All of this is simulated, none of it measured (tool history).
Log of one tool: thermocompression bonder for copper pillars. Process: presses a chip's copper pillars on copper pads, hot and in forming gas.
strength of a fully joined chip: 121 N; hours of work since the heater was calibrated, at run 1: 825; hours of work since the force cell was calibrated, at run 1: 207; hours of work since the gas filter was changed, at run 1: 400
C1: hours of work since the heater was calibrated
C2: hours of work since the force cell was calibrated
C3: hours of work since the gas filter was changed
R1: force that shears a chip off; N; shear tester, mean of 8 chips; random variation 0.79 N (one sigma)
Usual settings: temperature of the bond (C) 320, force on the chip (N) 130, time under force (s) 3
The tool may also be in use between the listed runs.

{"run": 1, "hour": 0.0, "temperature of the bond (C)": 320, "force on the chip (N)": 130, "time under force (s)": 3, "C1": 825, "C2": 207, "C3": 400, "R1": 60.6}
{"run": 2, "hour": 15.9, "temperature of the bond (C)": 320, "force on the chip (N)": 130, "time under force (s)": 3, "C1": 834, "C2": 217, "C3": 410, "R1": 60.0}
{"run": 3, "hour": 32.1, "temperature of the bond (C)": 320, "force on the chip (N)": 130, "time under force (s)": 3, "C1": 844, "C2": 226, "C3": 419, "R1": 61.7}
{"run": 4, "hour": 39.9, "temperature of the bond (C)": 320, "force on the chip (N)": 130, "time under force (s)": 8, "C1": 848, "C2": 231, "C3": 423, "R1": 81.0}
{"run": 5, "hour": 52.6, "temperature of the bond (C)": 320, "force on the chip (N)": 82, "time under force (s)": 3, "C1": 856, "C2": 238, "C3": 431, "R1": 46.3}
{"run": 6, "hour": 66.4, "temperature of the bond (C)": 320, "force on the chip (N)": 130, "time under force (s)": 5, "C1": 864, "C2": 246, "C3": 439, "R1": 71.6}
{"run": 7, "hour": 76.8, "temperature of the bond (C)": 320, "force on the chip (N)": 130, "time under force (s)": 5, "C1": 870, "C2": 252, "C3": 445, "R1": 71.5}
{"run": 8, "hour": 92.7, "temperature of the bond (C)": 320, "force on the chip (N)": 130, "time under force (s)": 3, "C1": 879, "C2": 261, "C3": 454, "R1": 59.1}
{"run": 9, "hour": 107.5, "temperature of the bond (C)": 320, "force on the chip (N)": 130, "time under force (s)": 2, "C1": 888, "C2": 270, "C3": 463, "R1": 52.4}
{"run": 10, "hour": 115.8, "temperature of the bond (C)": 320, "force on the chip (N)": 130, "time under force (s)": 2, "C1": 892, "C2": 275, "C3": 468, "R1": 52.9}
{"hour": 124.7, "done": "forming gas filter changed"}
{"run": 11, "hour": 133.6, "temperature of the bond (C)": 320, "force on the chip (N)": 130, "time under force (s)": 3, "C1": 902, "C2": 285, "C3": 5, "R1": 61.2}
{"run": 12, "hour": 150.9, "temperature of the bond (C)": 320, "force on the chip (N)": 130, "time under force (s)": 3, "C1": 913, "C2": 295, "C3": 15, "R1": 59.5}
{"run": 13, "hour": 161.4, "temperature of the bond (C)": 338, "force on the chip (N)": 130, "time under force (s)": 3, "C1": 919, "C2": 301, "C3": 21, "R1": 75.5}
{"run": 14, "hour": 178.9, "temperature of the bond (C)": 338, "force on the chip (N)": 130, "time under force (s)": 3, "C1": 929, "C2": 311, "C3": 32, "R1": 73.9}
{"run": 15, "hour": 191.2, "temperature of the bond (C)": 292, "force on the chip (N)": 130, "time under force (s)": 2, "C1": 936, "C2": 318, "C3": 39, "R1": 35.5}
{"run": 16, "hour": 208.6, "temperature of the bond (C)": 346, "force on the chip (N)": 108, "time under force (s)": 2, "C1": 946, "C2": 328, "C3": 49, "R1": 61.8}
{"run": 17, "hour": 216.7, "temperature of the bond (C)": 346, "force on the chip (N)": 166, "time under force (s)": 2, "C1": 951, "C2": 333, "C3": 54, "R1": 81.3}
{"run": 18, "hour": 232.6, "temperature of the bond (C)": 298, "force on the chip (N)": 148, "time under force (s)": 6, "C1": 960, "C2": 342, "C3": 63, "R1": 63.7}
{"run": 19, "hour": 241.8, "temperature of the bond (C)": 307, "force on the chip (N)": 157, "time under force (s)": 2, "C1": 965, "C2": 348, "C3": 68, "R1": 50.6}
{"run": 20, "hour": 251.0, "temperature of the bond (C)": 325, "force on the chip (N)": 120, "time under force (s)": 2, "C1": 971, "C2": 353, "C3": 74, "R1": 52.3}
{"run": 21, "hour": 265.6, "temperature of the bond (C)": 305, "force on the chip (N)": 104, "time under force (s)": 5, "C1": 979, "C2": 362, "C3": 82, "R1": 53.5}
{"run": 22, "hour": 278.5, "temperature of the bond (C)": 305, "force on the chip (N)": 104, "time under force (s)": 5, "C1": 987, "C2": 369, "C3": 90, "R1": 51.3}
{"run": 23, "hour": 288.4, "temperature of the bond (C)": 305, "force on the chip (N)": 104, "time under force (s)": 5, "C1": 993, "C2": 375, "C3": 95, "R1": 51.4}
{"run": 24, "hour": 304.4, "temperature of the bond (C)": 294, "force on the chip (N)": 117, "time under force (s)": 5, "C1": 1002, "C2": 384, "C3": 105, "R1": 49.3}
{"hour": 319.0, "done": "heater calibrated with a thermocouple chip"}
{"run": 25, "hour": 323.4, "temperature of the bond (C)": 311, "force on the chip (N)": 133, "time under force (s)": 2, "C1": 3, "C2": 394, "C3": 115, "R1": 47.8}

Forecast each of these 5 alternatives for the next run:
{"run": "A", "hour": 332.2, "temperature of the bond (C)": 311, "force on the chip (N)": 118, "time under force (s)": 2, "C1": 8, "C2": 399, "C3": 120, "R1": "?"}
{"run": "B", "hour": 332.2, "temperature of the bond (C)": 311, "force on the chip (N)": 133, "time under force (s)": 8, "C1": 8, "C2": 399, "C3": 120, "R1": "?"}
{"run": "C", "hour": 332.2, "temperature of the bond (C)": 320, "force on the chip (N)": 121, "time under force (s)": 3, "C1": 8, "C2": 399, "C3": 120, "R1": "?"}
{"run": "D", "hour": 332.2, "temperature of the bond (C)": 320, "force on the chip (N)": 174, "time under force (s)": 3, "C1": 8, "C2": 399, "C3": 120, "R1": "?"}
{"run": "E", "hour": 332.2, "temperature of the bond (C)": 320, "force on the chip (N)": 130, "time under force (s)": 2, "C1": 8, "C2": 399, "C3": 120, "R1": "?"}

run=A R1=44.1
run=B R1=77.5
run=C R1=59.1
run=D R1=73.3
run=E R1=52.7
Without the tool's hidden state the same runs would have given:
run=A R1=44.1
run=B R1=77.5
run=C R1=59.1
run=D R1=73.3
run=E R1=52.7
